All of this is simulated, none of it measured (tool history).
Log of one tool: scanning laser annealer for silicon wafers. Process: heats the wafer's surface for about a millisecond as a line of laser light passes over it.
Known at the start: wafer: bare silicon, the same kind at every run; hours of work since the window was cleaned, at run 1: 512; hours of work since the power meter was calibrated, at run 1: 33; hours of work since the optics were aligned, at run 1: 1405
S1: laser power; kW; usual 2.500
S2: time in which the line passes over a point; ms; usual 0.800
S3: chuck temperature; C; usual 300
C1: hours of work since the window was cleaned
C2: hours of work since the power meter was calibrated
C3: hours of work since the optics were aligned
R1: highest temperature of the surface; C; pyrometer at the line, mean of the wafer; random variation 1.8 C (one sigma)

| run | day | S1 | S2 | S3 | C1 | C2 | C3 | R1 |
|---|---|---|---|---|---|---|---|---|
| 1 | 0.000 | 2.500 | 0.800 | 300 | 512 | 33 | 1405 | 1037 |
| 2 | 0.421 | 2.500 | 0.800 | 300 | 517 | 38 | 1409 | 1031 |
| 3 | 0.696 | 2.500 | 0.800 | 300 | 520 | 41 | 1412 | 1032 |
| 4 | 1.075 | 2.500 | 0.800 | 300 | 524 | 45 | 1417 | 1032 |
| 5 | 1.462 | 2.500 | 0.800 | 300 | 529 | 50 | 1421 | 1034 |
| 6 | 1.771 | 2.500 | 0.800 | 300 | 532 | 53 | 1425 | 1033 |
| 7 | 2.204 | 2.500 | 0.800 | 300 | 537 | 58 | 1429 | 1031 |
| 8 | 2.467 | 2.500 | 0.964 | 300 | 540 | 61 | 1432 | 1103 |
| 9 | 2.800 | 2.500 | 0.587 | 300 | 544 | 65 | 1436 | 929 |
| 10 | 3.046 | 2.500 | 0.587 | 300 | 547 | 68 | 1439 | 929 |
| 11 | 3.475 | 2.500 | 0.587 | 300 | 551 | 73 | 1444 | 926 |
| 12 | 3.833 | 2.500 | 0.587 | 300 | 555 | 77 | 1448 | 927 |
| 13 | 4.154 | 2.500 | 0.587 | 300 | 559 | 80 | 1452 | 930 |
| 14 | 4.371 | 2.500 | 0.587 | 300 | 562 | 83 | 1454 | 929 |
| 15 | 4.583 | 2.500 | 0.587 | 300 | 564 | 85 | 1456 | 931 |
| 16 | 5.017 | 2.500 | 0.587 | 300 | 569 | 90 | 1461 | 927 |
| 17 | 5.429 | 2.500 | 0.587 | 300 | 574 | 95 | 1466 | 927 |
| 18 | 5.712 | 2.500 | 0.587 | 300 | 577 | 98 | 1469 | 929 |
| 19 | 6.042 | 2.500 | 0.587 | 300 | 580 | 102 | 1473 | 929 |
| 20 | 6.242 | 2.500 | 0.587 | 300 | 583 | 104 | 1475 | 928 |
| 21 | 6.596 | 2.288 | 0.600 | 300 | 587 | 108 | 1479 | 876 |
| 22 | 7.008 | 2.675 | 0.600 | 300 | 591 | 113 | 1484 | 986 |
| 23 | 7.238 | 2.500 | 0.777 | 280 | 594 | 115 | 1487 | 1002 |
| 24 | 7.612 | 2.541 | 0.777 | 282 | 598 | 119 | 1491 | 1018 |
| 25 | 7.825 | 2.541 | 0.777 | 282 | 601 | 122 | 1493 | 1020 |
| 26 | 8.229 | 2.541 | 0.777 | 282 | 605 | 126 | 1498 | 1016 |
| 27 | 8.633 | 2.541 | 0.777 | 282 | 610 | 131 | 1502 | 1015 |
| 28 | 8.879 | 2.500 | 0.657 | 302 | 613 | 134 | 1505 | 964 |
| 29 | 9.292 | 2.500 | 0.657 | 302 | 617 | 139 | 1510 | 966 |
| 30 | 9.733 | 2.500 | 0.657 | 302 | 622 | 143 | 1515 | 966 |
| 31 | 9.933 | 2.500 | 0.657 | 302 | 625 | 146 | 1517 | 964 |
| 32 | 10.358 | 2.417 | 0.655 | 308 | 629 | 151 | 1522 | 945 |
| 33 | 10.608 | 2.500 | 0.800 | 321 | 632 | 153 | 1525 | 1054 |
| 34 | 10.867 | 2.667 | 0.682 | 328 | 635 | 156 | 1528 | 1053 |
| 35 | 11.167 | 2.163 | 0.660 | 287 | 639 | 160 | 1531 | 854 |
| 36 | 11.438 | 2.286 | 0.883 | 265 | 642 | 163 | 1534 | 963 |
| 37 | 11.767 | 2.422 | 0.634 | 340 | 645 | 166 | 1538 | 975 |
| 38 | 12.079 | 2.515 | 0.867 | 300 | 649 | 170 | 1541 | 1066 |
| 39 | 12.483 | 2.475 | 0.800 | 300 | 653 | 175 | 1546 | 1022 |
|  | 12.896 | optics aligned, line set to its width |
| 40 | 12.954 | 2.158 | 0.800 | 322 | 656 | 178 | 1 | 946 |

The same runs without the tool's hidden state, with the same run-to-run variation:
The hidden state here: light that passes the window, % of a clean one's; laser's true power over the reading, %; width of the line over the set one, %; drift of the gauge itself on peak_c, C.
| run | R1 |
|---|---|
| 1 | 1039 |
| 2 | 1033 |
| 3 | 1034 |
| 4 | 1034 |
| 5 | 1036 |
| 6 | 1035 |
| 7 | 1033 |
| 8 | 1106 |
| 9 | 931 |
| 10 | 930 |
| 11 | 928 |
| 12 | 929 |
| 13 | 932 |
| 14 | 931 |
| 15 | 933 |
| 16 | 929 |
| 17 | 929 |
| 18 | 931 |
| 19 | 931 |
| 20 | 930 |
| 21 | 878 |
| 22 | 988 |
| 23 | 1004 |
| 24 | 1020 |
| 25 | 1023 |
| 26 | 1018 |
| 27 | 1018 |
| 28 | 966 |
| 29 | 968 |
| 30 | 968 |
| 31 | 966 |
| 32 | 947 |
| 33 | 1056 |
| 34 | 1055 |
| 35 | 856 |
| 36 | 965 |
| 37 | 977 |
| 38 | 1069 |
| 39 | 1024 |
| 40 | 947 |
